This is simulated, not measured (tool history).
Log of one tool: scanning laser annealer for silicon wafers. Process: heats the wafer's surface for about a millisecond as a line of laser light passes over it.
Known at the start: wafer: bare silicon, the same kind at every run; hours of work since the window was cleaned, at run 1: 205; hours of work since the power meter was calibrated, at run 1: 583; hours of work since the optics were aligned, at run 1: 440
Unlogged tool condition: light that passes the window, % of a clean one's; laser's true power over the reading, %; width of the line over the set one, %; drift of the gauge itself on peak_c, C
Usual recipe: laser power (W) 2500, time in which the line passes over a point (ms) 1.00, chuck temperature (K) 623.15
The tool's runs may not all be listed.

run    hour  laser power (W)  time in which the line passes over a point (ms)  chuck temperature (K)  hours of work since the window was cleaned  hours of work since the power meter was calibrated  hours of work since the optics were aligned  highest temperature of the surface (K)
  1     0.0             2500                                             1.00                 623.15                                         205                                                 583                                          440                                 1457.15
  2    30.3             2219                                             1.00                 623.15                                         224                                                 603                                          460                                 1349.15
  3    52.9             2500                                             1.00                 620.15                                         239                                                 617                                          474                                 1456.15
  4    83.2             2500                                             1.00                 623.15                                         258                                                 637                                          493                                 1458.15
  5   119.0             2500                                             1.00                 623.15                                         281                                                 660                                          516                                 1457.15
  6   139.1             2434                                             1.00                 623.15                                         294                                                 672                                          529                                 1431.15
  7   165.2             2434                                             1.00                 623.15                                         311                                                 689                                          546                                 1429.15
  8   191.3             2500                                             1.00                 623.15                                         327                                                 706                                          563                                 1456.15
  9   231.8             2170                                             1.00                 623.15                                         353                                                 732                                          588                                 1335.15
 10   256.5             2170                                             1.00                 623.15                                         369                                                 748                                          604                                 1333.15
 11   274.2             2170                                             1.00                 623.15                                         380                                                 759                                          616                                 1333.15
 12   292.7             2170                                             1.00                 623.15                                         392                                                 771                                          627                                 1329.15
 13   313.8             2170                                             1.00                 623.15                                         406                                                 784                                          641                                 1329.15
 14   355.4             2170                                             1.00                 623.15                                         432                                                 811                                          668                                 1332.15
 15   390.0             2170                                             1.00                 623.15                                         454                                                 833                                          690                                 1330.15
 16   431.6             2170                                             1.00                 623.15                                         481                                                 860                                          716                                 1332.15
 17   456.0             2500                                             1.00                 623.15                                         497                                                 875                                          732                                 1460.15
 18   475.3             2500                                             1.00                 623.15                                         509                                                 888                                          744                                 1456.15
 19   506.9             2500                                             1.00                 623.15                                         529                                                 908                                          765                                 1455.15
 20   543.9             2500                                             1.00                 623.15                                         553                                                 931                                          788                                 1457.15
 21   585.9             2500                                             1.00                 623.15                                         580                                                 958                                          815                                 1456.15
 22   620.0             2500                                             1.00                 623.15                                         602                                                 980                                          837                                 1457.15
      636.4  -- optics aligned, line set to its width
 23   647.0             2232                                             1.00                 613.15                                         616                                                 994                                            7                                 1344.15
 24   676.4             2232                                             0.99                 595.15                                         634                                                1013                                           26                                 1325.15
 25   714.1             2500                                             1.23                 604.15                                         659                                                1037                                           50                                 1527.15
 26   747.9             2210                                             1.23                 604.15                                         680                                                1059                                           71                                 1403.15
 27   783.5             2666                                             1.00                 639.15                                         703                                                1082                                           94                                 1537.15
 28   817.6             2666                                             1.00                 639.15                                         725                                                1103                                          116                                 1536.15
      839.4  -- window over the wafer cleaned
 29   856.0             2666                                             1.00                 639.15                                          11                                                1127                                          139                                 1534.15
 30   887.6             2666                                             1.00                 639.15                                          31                                                1147                                          159                                 1538.15
 31   910.3             2510                                             1.06                 613.15                                          45                                                1161                                          174                                 1474.15
 32   949.2             2510                                             1.06                 660.15                                          70                                                1186                                          199                                 1520.15
 33   967.3             2139                                             0.73                 660.15                                          82                                                1198                                          210                                 1261.15
 34   998.7             2398                                             0.73                 660.15                                         102                                                1218                                          230                                 1346.15
 35  1037.3             2464                                             1.00                 628.15                                         127                                                1243                                          255                                 1446.15
 36  1074.5             2464                                             0.81                 628.15                                         150                                                1266                                          279                                 1369.15
 37  1103.6             2464                                             0.81                 628.15                                         169                                                1285                                          298                                 1369.15
 38  1120.5             2464                                             0.78                 628.15                                         180                                                1296                                          308                                 1356.15
 39  1144.2             2659                                             0.74                 592.15                                         195                                                1311                                          324                                 1369.15
 40  1167.4             2346                                             0.88                 642.15                                         210                                                1326                                          338                                 1370.15
 41  1185.6             2346                                             0.88                 642.15                                         222                                                1338                                          350                                 1369.15

4 options for the next run, each taken on its own from the tool as it stands now. Forecast them:
  A  1223.0             2614                                             0.74                 649.15                                         245                                                1361                                          374                                       ?
  B  1223.0             2654                                             1.08                 613.15                                         245                                                1361                                          374                                       ?
  C  1223.0             2663                                             0.71                 661.15                                         245                                                1361                                          374                                       ?
  D  1223.0             2346                                             0.92                 642.15                                         245                                                1361                                          374                                       ?

run  highest temperature of the surface (K)
  A                                 1409.15
  B                                 1542.15
  C                                 1423.15
  D                                 1387.15
What these runs would have given with no unlogged condition in the tool:
run  highest temperature of the surface (K)
  A                                 1410.15
  B                                 1542.15
  C                                 1423.15
  D                                 1387.15

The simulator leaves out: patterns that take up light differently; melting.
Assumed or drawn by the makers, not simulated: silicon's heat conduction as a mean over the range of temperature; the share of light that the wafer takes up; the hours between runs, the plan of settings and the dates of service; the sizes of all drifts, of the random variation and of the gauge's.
